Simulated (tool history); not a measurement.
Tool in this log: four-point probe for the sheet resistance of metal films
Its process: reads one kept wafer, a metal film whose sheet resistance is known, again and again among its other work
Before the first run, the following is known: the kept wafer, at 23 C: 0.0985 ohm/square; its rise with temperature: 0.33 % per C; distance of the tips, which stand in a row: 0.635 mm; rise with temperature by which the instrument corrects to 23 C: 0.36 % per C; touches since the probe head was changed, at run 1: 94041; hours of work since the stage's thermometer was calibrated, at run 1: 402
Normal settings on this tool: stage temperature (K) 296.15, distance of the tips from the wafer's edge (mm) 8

run,hour,stage temperature (K),distance of the tips from the wafer's edge (mm),touches since the probe head was changed,hours of work since the stage's thermometer was calibrated,sheet resistance as the instrument gives it (ohm/square)
1,0,296.15,8,94041,402,0.098379
2,30.7,296.15,8,95596,420,0.09841
3,51.5,296.15,8,96647,432,0.098412
4,79,296.15,8,98036,448,0.098343
5,97.6,296.15,8,98978,459,0.098391
6,116.7,296.15,8,99945,470,0.098352
7,139.4,296.15,8,101094,483,0.098359
8,171.5,296.15,31,102722,502,0.09804
9,204.1,296.15,31,104366,521,0.098018
10,219.4,296.15,50,105141,530,0.097978
11,245,296.15,50,106437,545,0.09797
# hour 248.9: stage's thermometer calibrated
12,260.6,301.15,6,107204,7,0.098404
13,289.7,306.15,34,108677,24,0.097724
14,316.7,306.15,8,110042,40,0.098008

Predict the results of run 15:
15,339.6,300.15,13,111197,53,?

sheet resistance as the instrument gives it (ohm/square): 0.09794
Without the tool's hidden state the same run would have given sheet resistance as the instrument gives it (ohm/square) 0.098531.
